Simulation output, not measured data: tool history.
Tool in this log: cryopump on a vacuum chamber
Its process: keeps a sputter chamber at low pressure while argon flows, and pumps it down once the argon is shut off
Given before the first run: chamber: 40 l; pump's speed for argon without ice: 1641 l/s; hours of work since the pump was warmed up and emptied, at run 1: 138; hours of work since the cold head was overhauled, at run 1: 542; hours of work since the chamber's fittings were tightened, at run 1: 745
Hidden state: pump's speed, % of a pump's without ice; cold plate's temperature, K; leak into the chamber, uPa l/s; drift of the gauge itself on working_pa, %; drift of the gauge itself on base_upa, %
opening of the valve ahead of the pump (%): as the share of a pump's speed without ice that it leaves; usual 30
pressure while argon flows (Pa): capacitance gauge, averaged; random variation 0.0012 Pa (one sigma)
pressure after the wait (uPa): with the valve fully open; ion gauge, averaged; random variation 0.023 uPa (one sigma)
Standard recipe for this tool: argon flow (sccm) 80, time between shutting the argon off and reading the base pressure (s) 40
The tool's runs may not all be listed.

run,hour,argon flow (sccm),time between shutting the argon off and reading the base pressure (s),opening of the valve ahead of the pump (%),hours of work since the pump was warmed up and emptied,hours of work since the cold head was overhauled,hours of work since the chamber's fittings were tightened,pressure while argon flows (Pa),pressure after the wait (uPa)
1,0.0,80,40,30,138,542,745,0.2875,1.70
2,24.2,80,40,30,151,554,758,0.2910,1.83
3,47.7,80,40,30,163,566,770,0.2886,1.88
4,63.0,80,40,30,170,574,778,0.2942,1.93
5,81.1,80,40,30,180,583,787,0.2913,1.92
6,94.5,80,40,30,186,590,794,0.2926,1.87
7,110.4,80,182,30,195,598,802,0.2933,1.40
8,134.6,80,182,30,207,610,814,0.2982,1.49
9,159.4,80,182,30,220,623,827,0.2980,1.52
10,176.2,80,40,30,228,631,835,0.2983,2.07
11,188.4,80,40,30,234,638,842,0.2997,2.10
12,214.5,80,40,23,248,651,855,0.3838,2.08
13,242.2,80,40,23,262,665,869,0.3860,2.17
14,261.4,80,40,23,272,675,879,0.3883,2.21
15,274.9,80,40,30,279,682,886,0.3066,2.14
16,287.9,80,40,30,285,688,892,0.3062,2.20
17,308.2,80,40,38,296,699,903,0.2498,2.34
18,338.2,80,40,38,311,714,918,0.2523,2.24
19,350.3,34,60,38,317,720,924,0.1069,2.12
20,370.3,34,60,58,327,731,934,0.0750,2.16
21,395.1,34,60,58,340,743,947,0.0765,2.16
22,424.7,34,60,58,355,758,962,0.0767,2.22
23,449.9,111,283,30,368,771,975,0.4436,1.99
24,468.3,65,180,51,377,781,985,0.1667,2.08
# hour 482.0: pump warmed up, emptied and cooled again
25,493.3,65,180,51,6,791,995,0.1311,1.42
26,520.4,33,181,30,20,805,1009,0.1136,1.49
27,534.2,69,67,16,27,812,1016,0.4470,1.75
28,553.6,69,67,16,37,822,1026,0.4480,1.74

Estimate the outcome of run 29 from the log above:
29,572.6,69,67,16,46,831,1035,?,?

Run 29 gave pressure while argon flows (Pa) 0.4511, pressure after the wait (uPa) 1.69.
The same run, on a tool lacking any hidden state, would have yielded pressure while argon flows (Pa) 0.4475, pressure after the wait (uPa) 0.53.
